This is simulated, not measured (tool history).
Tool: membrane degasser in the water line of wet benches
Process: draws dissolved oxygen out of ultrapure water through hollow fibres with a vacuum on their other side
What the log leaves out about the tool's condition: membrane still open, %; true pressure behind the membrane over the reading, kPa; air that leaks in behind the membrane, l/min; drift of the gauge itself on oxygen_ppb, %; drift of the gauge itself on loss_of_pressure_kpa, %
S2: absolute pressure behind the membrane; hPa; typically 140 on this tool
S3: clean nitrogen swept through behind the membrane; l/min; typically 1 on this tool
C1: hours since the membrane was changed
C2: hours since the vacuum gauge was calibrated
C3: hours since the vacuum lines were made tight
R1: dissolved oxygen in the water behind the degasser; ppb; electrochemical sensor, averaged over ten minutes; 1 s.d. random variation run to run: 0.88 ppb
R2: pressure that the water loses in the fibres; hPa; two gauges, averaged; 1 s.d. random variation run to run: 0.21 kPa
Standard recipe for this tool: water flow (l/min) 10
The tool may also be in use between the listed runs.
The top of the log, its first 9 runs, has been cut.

{"run": 10, "hour": 559.4, "water flow (l/min)": 10, "S2": 140, "S3": 0.99, "C1": 2024, "C2": 690, "C3": 9136, "R1": 258.8, "R2": 510.4}
{"run": 11, "hour": 601.7, "water flow (l/min)": 10, "S2": 140, "S3": 0.99, "C1": 2066, "C2": 732, "C3": 9179, "R1": 261.4, "R2": 508.6}
{"run": 12, "hour": 651.5, "water flow (l/min)": 10, "S2": 140, "S3": 0.99, "C1": 2116, "C2": 782, "C3": 9228, "R1": 260.7, "R2": 511.8}
{"hour": 655.5, "done": "vacuum gauge calibrated"}
{"run": 13, "hour": 718.9, "water flow (l/min)": 10, "S2": 140, "S3": 0.99, "C1": 2183, "C2": 63, "C3": 9295, "R1": 259.5, "R2": 505.6}
{"run": 14, "hour": 781.7, "water flow (l/min)": 10, "S2": 140, "S3": 1, "C1": 2246, "C2": 126, "C3": 9358, "R1": 259, "R2": 507.1}
{"hour": 795.6, "done": "vacuum gauge calibrated, once more"}
{"run": 15, "hour": 843.1, "water flow (l/min)": 10, "S2": 140, "S3": 1, "C1": 2306, "C2": 48, "C3": 9419, "R1": 258.2, "R2": 511.5}
{"run": 16, "hour": 883.9, "water flow (l/min)": 10, "S2": 140, "S3": 1, "C1": 2347, "C2": 88, "C3": 9460, "R1": 257, "R2": 510.7}
{"run": 17, "hour": 924.4, "water flow (l/min)": 10, "S2": 140, "S3": 1, "C1": 2388, "C2": 129, "C3": 9500, "R1": 259.6, "R2": 513.4}
{"run": 18, "hour": 965.7, "water flow (l/min)": 10, "S2": 321, "S3": 2.29, "C1": 2429, "C2": 170, "C3": 9542, "R1": 307.7, "R2": 510.3}
{"run": 19, "hour": 1025.3, "water flow (l/min)": 7, "S2": 299, "S3": 2.29, "C1": 2489, "C2": 230, "C3": 9601, "R1": 204.9, "R2": 359.4}
{"run": 20, "hour": 1068.6, "water flow (l/min)": 14, "S2": 140, "S3": 2.55, "C1": 2532, "C2": 273, "C3": 9645, "R1": 171.7, "R2": 712.3}
{"run": 21, "hour": 1112.6, "water flow (l/min)": 15, "S2": 140, "S3": 2.55, "C1": 2576, "C2": 317, "C3": 9688, "R1": 190.2, "R2": 769.1}
{"run": 22, "hour": 1154.7, "water flow (l/min)": 12, "S2": 262, "S3": 1, "C1": 2618, "C2": 359, "C3": 9731, "R1": 619.3, "R2": 617.8}
{"run": 23, "hour": 1193.2, "water flow (l/min)": 11, "S2": 140, "S3": 1, "C1": 2657, "C2": 398, "C3": 9769, "R1": 283, "R2": 563.8}
{"run": 24, "hour": 1263.7, "water flow (l/min)": 10, "S2": 205, "S3": 1, "C1": 2727, "C2": 468, "C3": 9840, "R1": 403.3, "R2": 511.6}
{"run": 25, "hour": 1324.3, "water flow (l/min)": 11, "S2": 201, "S3": 1, "C1": 2788, "C2": 529, "C3": 9900, "R1": 433.2, "R2": 563.4}
{"run": 26, "hour": 1367.2, "water flow (l/min)": 14, "S2": 124, "S3": 2.6, "C1": 2831, "C2": 572, "C3": 9943, "R1": 147.2, "R2": 717.4}
{"run": 27, "hour": 1420.2, "water flow (l/min)": 14, "S2": 124, "S3": 2.6, "C1": 2884, "C2": 625, "C3": 9996, "R1": 147.8, "R2": 714.4}
{"run": 28, "hour": 1477.6, "water flow (l/min)": 10, "S2": 284, "S3": 1, "C1": 2941, "C2": 682, "C3": 10053, "R1": 573.5, "R2": 510}
{"run": 29, "hour": 1529.3, "water flow (l/min)": 10, "S2": 284, "S3": 1, "C1": 2993, "C2": 734, "C3": 10105, "R1": 576.9, "R2": 512.4}
{"run": 30, "hour": 1599.8, "water flow (l/min)": 10, "S2": 284, "S3": 0.72, "C1": 3063, "C2": 804, "C3": 10176, "R1": 760.6, "R2": 511.5}
{"run": 31, "hour": 1631.4, "water flow (l/min)": 16, "S2": 87, "S3": 1, "C1": 3095, "C2": 836, "C3": 10207, "R1": 246.9, "R2": 815}
{"run": 32, "hour": 1683.8, "water flow (l/min)": 16, "S2": 87, "S3": 1, "C1": 3147, "C2": 888, "C3": 10260, "R1": 249.5, "R2": 822.8}

Branching from run 32: 3 alternative next runs. What would each branch give?
{"run": "A", "hour": 1736.1, "water flow (l/min)": 7, "S2": 182, "S3": 1, "C1": 3199, "C2": 940, "C3": 10312, "R1": "?", "R2": "?"}
{"run": "B", "hour": 1736.1, "water flow (l/min)": 8, "S2": 210, "S3": 1.15, "C1": 3199, "C2": 940, "C3": 10312, "R1": "?", "R2": "?"}
{"run": "C", "hour": 1736.1, "water flow (l/min)": 14, "S2": 125, "S3": 0.44, "C1": 3199, "C2": 940, "C3": 10312, "R1": "?", "R2": "?"}

run=A R1=255.9 R2=359.4
run=B R1=298.7 R2=405.6
run=C R1=611.8 R2=709.6
What these runs would have given with no unlogged condition in the tool:
run=A R1=247.3 R2=357
run=B R1=290 R2=402.8
run=C R1=604.7 R2=704.8
